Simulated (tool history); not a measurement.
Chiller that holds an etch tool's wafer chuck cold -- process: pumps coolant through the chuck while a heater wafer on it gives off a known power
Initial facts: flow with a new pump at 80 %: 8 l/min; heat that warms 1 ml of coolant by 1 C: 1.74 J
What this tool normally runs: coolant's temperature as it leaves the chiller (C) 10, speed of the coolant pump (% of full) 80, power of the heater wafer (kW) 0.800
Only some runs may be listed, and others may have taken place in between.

| run | day | coolant's temperature as it leaves the chiller (C) | speed of the coolant pump (% of full) | power of the heater wafer (kW) | chuck's temperature once it has settled (C) | how much warmer the coolant comes back (C) |
|---|---|---|---|---|---|---|
| 1 | 0.000 | 10 | 80 | 0.800 | 19.6 | 3.45 |
| 2 | 3.467 | 18 | 80 | 0.800 | 27.8 | 3.52 |
| 3 | 4.983 | 18 | 80 | 0.800 | 27.7 | 3.53 |
| 4 | 6.550 | 18 | 80 | 0.800 | 27.9 | 3.61 |
| 5 | 8.671 | 10 | 80 | 0.809 | 19.9 | 3.59 |
| 6 | 11.833 | 10 | 80 | 0.809 | 19.8 | 3.59 |
| 7 | 13.988 | 10 | 79 | 0.603 | 17.3 | 2.76 |
| 8 | 17.317 | 18 | 80 | 0.800 | 27.5 | 3.69 |
| 9 | 19.171 | 18 | 80 | 0.800 | 27.7 | 3.71 |
| 10 | 21.588 | 5 | 71 | 0.973 | 17.5 | 4.93 |

Each row is a separate what-if for the run after 10, all from the same tool condition, not one after another. Results?
| A | 24.412 | 10 | 80 | 0.445 | ? | ? |
| B | 24.412 | 10 | 74 | 0.800 | ? | ? |
| C | 24.412 | 5 | 72 | 0.442 | ? | ? |
| D | 24.412 | 5 | 88 | 1.097 | ? | ? |
| E | 24.412 | 10 | 85 | 1.152 | ? | ? |

| run | chuck's temperature once it has settled (C) | how much warmer the coolant comes back (C) |
|---|---|---|
| A | 15.4 | 2.17 |
| B | 20.0 | 3.95 |
| C | 10.6 | 2.40 |
| D | 17.7 | 4.56 |
| E | 23.5 | 4.91 |
Stripped of hidden state, with their random variation kept, the same runs would have yielded:
| run | chuck's temperature once it has settled (C) | how much warmer the coolant comes back (C) |
|---|---|---|
| A | 15.4 | 1.90 |
| B | 20.0 | 3.69 |
| C | 10.6 | 2.13 |
| D | 17.7 | 4.30 |
| E | 23.5 | 4.64 |
